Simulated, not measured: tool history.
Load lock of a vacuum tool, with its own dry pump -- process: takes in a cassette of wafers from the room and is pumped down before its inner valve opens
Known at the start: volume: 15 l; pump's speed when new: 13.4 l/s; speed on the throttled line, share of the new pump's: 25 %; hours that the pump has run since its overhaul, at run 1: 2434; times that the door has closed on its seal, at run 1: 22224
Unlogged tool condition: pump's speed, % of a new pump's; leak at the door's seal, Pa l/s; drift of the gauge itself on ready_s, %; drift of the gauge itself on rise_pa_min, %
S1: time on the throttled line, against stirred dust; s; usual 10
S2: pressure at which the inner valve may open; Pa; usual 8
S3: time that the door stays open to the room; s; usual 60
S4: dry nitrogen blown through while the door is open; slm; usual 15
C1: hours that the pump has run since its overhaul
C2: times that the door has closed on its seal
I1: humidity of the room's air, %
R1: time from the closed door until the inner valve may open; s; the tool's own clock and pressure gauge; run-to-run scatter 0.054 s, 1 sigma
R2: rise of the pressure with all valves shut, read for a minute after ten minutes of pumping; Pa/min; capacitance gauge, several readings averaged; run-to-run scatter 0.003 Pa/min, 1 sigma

| run | hour | S1 | S2 | S3 | S4 | C1 | C2 | I1 | R1 | R2 |
|---|---|---|---|---|---|---|---|---|---|---|
| 1 | 0.0 | 10 | 8 | 60 | 15 | 2434 | 22224 | 42.0 | 18.19 | 0.033 |
| 2 | 348.1 | 9 | 8 | 60 | 15 | 2782 | 23289 | 42.3 | 17.42 | 0.024 |
| 3 | 618.4 | 10 | 8 | 60 | 4 | 3053 | 24116 | 42.0 | 18.16 | 0.036 |
| 4 | 1003.5 | 10 | 8 | 29 | 15 | 3438 | 25295 | 46.0 | 18.19 | 0.022 |
| 5 | 1455.3 | 20 | 8 | 29 | 15 | 3890 | 26677 | 44.7 | 25.70 | 0.024 |
| 6 | 1854.3 | 12 | 8 | 60 | 15 | 4289 | 27898 | 41.8 | 19.70 | 0.020 |
| 7 | 2303.4 | 10 | 9 | 60 | 15 | 4738 | 29273 | 47.3 | 18.11 | 0.022 |
| 8 | 2555.4 | 10 | 9 | 60 | 15 | 4990 | 30043 | 46.5 | 18.13 | 0.028 |
| 9 | 3051.3 | 10 | 9 | 35 | 15 | 5486 | 31561 | 45.4 | 18.07 | 0.022 |
| 10 | 3457.7 | 10 | 8 | 60 | 20 | 5892 | 32805 | 43.4 | 18.14 | 0.023 |
| 11 | 3913.4 | 10 | 8 | 60 | 20 | 6348 | 34199 | 44.7 | 18.14 | 0.024 |
| 12 | 4301.6 | 10 | 8 | 60 | 20 | 6736 | 35387 | 45.8 | 18.15 | 0.026 |
| 13 | 4599.7 | 10 | 13 | 60 | 20 | 7034 | 36299 | 44.5 | 17.61 | 0.024 |
| 14 | 4919.9 | 10 | 13 | 60 | 20 | 7354 | 37279 | 41.7 | 17.69 | 0.021 |
| 15 | 5417.7 | 10 | 8 | 60 | 15 | 7852 | 38803 | 43.3 | 18.08 | 0.024 |
| 16 | 5688.5 | 10 | 8 | 60 | 15 | 8123 | 39631 | 46.2 | 18.18 | 0.028 |
| 17 | 5904.1 | 10 | 8 | 199 | 15 | 8338 | 40291 | 45.3 | 18.25 | 0.035 |
| 18 | 6339.8 | 10 | 8 | 60 | 15 | 8774 | 41624 | 43.0 | 18.15 | 0.028 |
| 19 | 6567.2 | 10 | 7 | 232 | 15 | 9002 | 42320 | 48.0 | 18.24 | 0.042 |
| 20 | 7075.8 | 10 | 7 | 232 | 15 | 9510 | 43877 | 45.3 | 18.34 | 0.036 |
| 21 | 7488.8 | 13 | 7 | 26 | 12 | 9923 | 45140 | 45.7 | 20.58 | 0.028 |
| 22 | 7970.7 | 10 | 11 | 60 | 15 | 10405 | 46615 | 48.3 | 17.81 | 0.031 |
| 23 | 8197.4 | 10 | 11 | 157 | 15 | 10632 | 47309 | 41.8 | 17.90 | 0.034 |
| 24 | 8421.1 | 10 | 11 | 157 | 15 | 10855 | 47993 | 43.6 | 17.76 | 0.036 |
| 25 | 8715.8 | 10 | 11 | 157 | 21 | 11150 | 48895 | 43.5 | 17.80 | 0.027 |
| 26 | 8944.8 | 10 | 8 | 27 | 44 | 11379 | 49596 | 41.5 | 18.20 | 0.012 |
| 27 | 9271.6 | 9 | 7 | 237 | 25 | 11706 | 50596 | 44.5 | 17.57 | 0.030 |
| 28 | 9721.4 | 9 | 13 | 237 | 32 | 12156 | 51972 | 45.3 | 16.81 | 0.020 |
| 29 | 9949.6 | 9 | 13 | 237 | 32 | 12384 | 52671 | 46.3 | 16.92 | 0.027 |
| 30 | 10417.7 | 8 | 14 | 60 | 15 | 12852 | 54103 | 41.4 | 16.08 | 0.027 |
| 31 | 10906.9 | 8 | 6 | 60 | 7 | 13341 | 55600 | 46.8 | 17.03 | 0.035 |
| 32 | 11309.5 | 5 | 8 | 60 | 7 | 13744 | 56832 | 43.9 | 14.46 | 0.029 |
| 33 | 11710.2 | 10 | 15 | 100 | 15 | 14145 | 58058 | 45.3 | 17.45 | 0.033 |
| 34 | 12087.0 | 8 | 15 | 124 | 7 | 14521 | 59211 | 43.3 | 15.93 | 0.049 |
| 35 | 12593.9 | 7 | 15 | 89 | 9 | 15028 | 60763 | 49.7 | 15.33 | 0.044 |
| 36 | 12804.0 | 15 | 8 | 60 | 5 | 15238 | 61405 | 46.6 | 22.02 | 0.040 |

5 options for the next run, each taken on its own from the tool as it stands now. Forecast them:
| A | 13132.4 | 8 | 7 | 60 | 27 | 15567 | 62410 | 45.4 | ? | ? |
| B | 13132.4 | 15 | 14 | 38 | 6 | 15567 | 62410 | 44.7 | ? | ? |
| C | 13132.4 | 20 | 8 | 60 | 44 | 15567 | 62410 | 42.9 | ? | ? |
| D | 13132.4 | 8 | 8 | 31 | 7 | 15567 | 62410 | 45.1 | ? | ? |
| E | 13132.4 | 6 | 8 | 60 | 5 | 15567 | 62410 | 45.0 | ? | ? |

| run | R1 | R2 |
|---|---|---|
| A | 16.84 | 0.021 |
| B | 21.34 | 0.041 |
| C | 25.74 | 0.016 |
| D | 16.66 | 0.033 |
| E | 15.18 | 0.038 |
Had the tool no hidden state, the same runs would have come out as:
| run | R1 | R2 |
|---|---|---|
| A | 16.84 | 0.018 |
| B | 21.34 | 0.039 |
| C | 25.73 | 0.014 |
| D | 16.65 | 0.030 |
| E | 15.17 | 0.035 |

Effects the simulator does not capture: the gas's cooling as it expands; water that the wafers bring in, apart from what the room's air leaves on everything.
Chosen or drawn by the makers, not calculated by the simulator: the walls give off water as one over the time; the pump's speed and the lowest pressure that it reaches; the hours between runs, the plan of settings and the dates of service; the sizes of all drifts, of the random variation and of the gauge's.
